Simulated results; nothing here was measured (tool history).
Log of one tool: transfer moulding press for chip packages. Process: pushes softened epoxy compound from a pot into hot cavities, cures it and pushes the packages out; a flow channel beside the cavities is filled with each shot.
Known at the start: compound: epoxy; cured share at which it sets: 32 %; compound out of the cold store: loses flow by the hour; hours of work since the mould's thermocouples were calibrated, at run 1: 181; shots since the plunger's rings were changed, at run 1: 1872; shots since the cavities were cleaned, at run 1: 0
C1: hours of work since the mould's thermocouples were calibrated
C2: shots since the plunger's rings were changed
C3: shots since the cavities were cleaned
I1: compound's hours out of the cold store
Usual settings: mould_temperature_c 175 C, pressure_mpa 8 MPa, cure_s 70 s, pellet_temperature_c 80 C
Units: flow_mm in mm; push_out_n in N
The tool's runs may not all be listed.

run 1 day=0 | mould_temperature_c=175 pressure_mpa=8 cure_s=70 pellet_temperature_c=80 | C1=181 C2=1872 C3=0 | I1=47.2 | flow_mm=641 push_out_n=481
run 2 day=1.404 | mould_temperature_c=175 pressure_mpa=8 cure_s=70 pellet_temperature_c=80 | C1=197 C2=2250 C3=378 | I1=21.9 | flow_mm=764 push_out_n=767
run 3 day=2.112 | mould_temperature_c=175 pressure_mpa=8 cure_s=70 pellet_temperature_c=80 | C1=205 C2=2442 C3=570 | I1=28.1 | flow_mm=729 push_out_n=825
run 4 day=3.558 | mould_temperature_c=175 pressure_mpa=8 cure_s=70 pellet_temperature_c=80 | C1=221 C2=2830 C3=958 | I1=23.5 | flow_mm=752 push_out_n=954
-- day=3.721 cavities cleaned with cleaning compound and waxed
run 5 day=4.246 | mould_temperature_c=178 pressure_mpa=8 cure_s=70 pellet_temperature_c=80 | C1=228 C2=2999 C3=141 | I1=23.5 | flow_mm=742 push_out_n=521
-- day=4.8 plunger's sealing rings changed
run 6 day=5.371 | mould_temperature_c=181 pressure_mpa=8 cure_s=70 pellet_temperature_c=80 | C1=240 C2=153 C3=416 | I1=19.9 | flow_mm=775 push_out_n=559
run 7 day=6.008 | mould_temperature_c=175 pressure_mpa=8 cure_s=70 pellet_temperature_c=80 | C1=247 C2=325 C3=588 | I1=23.3 | flow_mm=770 push_out_n=887
run 8 day=7.088 | mould_temperature_c=175 pressure_mpa=8 cure_s=70 pellet_temperature_c=80 | C1=259 C2=615 C3=878 | I1=33.5 | flow_mm=715 push_out_n=878
-- day=7.521 cavities cleaned with cleaning compound and waxed
run 9 day=8.504 | mould_temperature_c=175 pressure_mpa=8 cure_s=70 pellet_temperature_c=80 | C1=275 C2=980 C3=264 | I1=45.8 | flow_mm=655 push_out_n=655
run 10 day=10.033 | mould_temperature_c=175 pressure_mpa=9.63 cure_s=70 pellet_temperature_c=72 | C1=292 C2=1392 C3=676 | I1=45.2 | flow_mm=722 push_out_n=829
run 11 day=11 | mould_temperature_c=175 pressure_mpa=9.63 cure_s=70 pellet_temperature_c=72 | C1=303 C2=1653 C3=937 | I1=45.7 | flow_mm=717 push_out_n=903
-- day=11.283 cavities cleaned with cleaning compound and waxed
run 12 day=12.4 | mould_temperature_c=174 pressure_mpa=9.63 cure_s=70 pellet_temperature_c=72 | C1=318 C2=2012 C3=299 | I1=27.2 | flow_mm=815 push_out_n=777
run 13 day=13.312 | mould_temperature_c=175 pressure_mpa=8.73 cure_s=52 pellet_temperature_c=80 | C1=329 C2=2259 C3=546 | I1=37.4 | flow_mm=718 push_out_n=1628
run 14 day=14.029 | mould_temperature_c=175 pressure_mpa=6.53 cure_s=70 pellet_temperature_c=79 | C1=337 C2=2452 C3=739 | I1=44.2 | flow_mm=592 push_out_n=852
-- day=15.088 cavities cleaned with cleaning compound and waxed
run 15 day=15.254 | mould_temperature_c=175 pressure_mpa=6.14 cure_s=70 pellet_temperature_c=84 | C1=350 C2=2765 C3=46 | I1=13.1 | flow_mm=708 push_out_n=605
-- day=16.683 plunger's sealing rings changed
run 16 day=16.9 | mould_temperature_c=182 pressure_mpa=9.31 cure_s=71 pellet_temperature_c=79 | C1=367 C2=58 C3=461 | I1=30.4 | flow_mm=776 push_out_n=512

The next listed run, before its measurement:
run 17 day=17.679 | mould_temperature_c=182 pressure_mpa=9.31 cure_s=87 pellet_temperature_c=79 | C1=376 C2=267 C3=670 | I1=11.6 | flow_mm=? push_out_n=?

flow_mm: 886 mm
push_out_n: 444 N
Without the tool's hidden state the same run would have given flow_mm 886 mm, push_out_n 264 N.
